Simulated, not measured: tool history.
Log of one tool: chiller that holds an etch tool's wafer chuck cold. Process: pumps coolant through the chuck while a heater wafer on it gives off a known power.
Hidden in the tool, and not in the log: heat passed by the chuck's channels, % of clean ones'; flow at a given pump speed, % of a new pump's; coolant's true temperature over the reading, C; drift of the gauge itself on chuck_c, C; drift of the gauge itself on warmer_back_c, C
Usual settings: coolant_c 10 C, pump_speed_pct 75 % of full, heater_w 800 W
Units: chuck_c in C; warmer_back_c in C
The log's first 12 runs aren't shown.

run,day,coolant_c,pump_speed_pct,heater_w,hours since the coolant was changed and the channels were flushed,hours since the pump was overhauled,hours since the chiller's thermometer was calibrated,chuck_c,warmer_back_c
13,24.412,10,75,415,1901,1505,701,13.8,1.6
14,26.775,10,72,800,1958,1561,758,17.7,2.93
15,29.446,10,72,565,2022,1626,822,15.4,2.2
16,30.717,10,72,565,2053,1656,853,15.5,2.27
17,33.312,16,72,565,2115,1718,915,21.4,2.2
# day 35.4: gauge calibrated
18,35.467,3,94,1056,2167,1770,967,11.2,2.54
19,37.933,6,83,1056,2226,1829,1026,15.3,2.93
20,40.408,10,75,432,2285,1889,1085,14.1,1.37
21,41.838,9,63,800,2320,1923,1120,17.7,3.06
22,43.708,12,68,512,2364,1968,1164,17.1,1.87
23,45.362,12,75,800,2404,2008,1204,19.6,2.55
24,46.625,12,75,800,2434,2038,1235,19.4,2.56
25,48.492,3,75,583,2479,2083,1279,8.4,1.93
26,50.875,9,86,413,2536,2140,1336,12.4,1.29
27,52.396,1,86,1038,2573,2176,1373,9.7,2.94
28,54.954,1,86,1038,2634,2238,1434,9.8,2.98
29,56.354,5,75,953,2668,2271,1468,13.9,3.15
30,58.258,20,97,800,2714,2317,1514,26.3,2.11
31,60.596,5,62,800,2770,2373,1570,13.7,3.34

3 ways to go on from here, each from the tool as it stands after run 31. What would each give?
A,62.45,10,62,1167,2814,2418,1614,?,?
B,62.45,15,74,636,2814,2418,1614,?,?
C,62.45,18,62,800,2814,2418,1614,?,?

run,chuck_c,warmer_back_c
A,22.8,4.76
B,21,2.31
C,26.8,3.34
Without the tool's hidden state the same runs would have given:
run,chuck_c,warmer_back_c
A,22.8,4.41
B,21,1.96
C,26.8,2.99
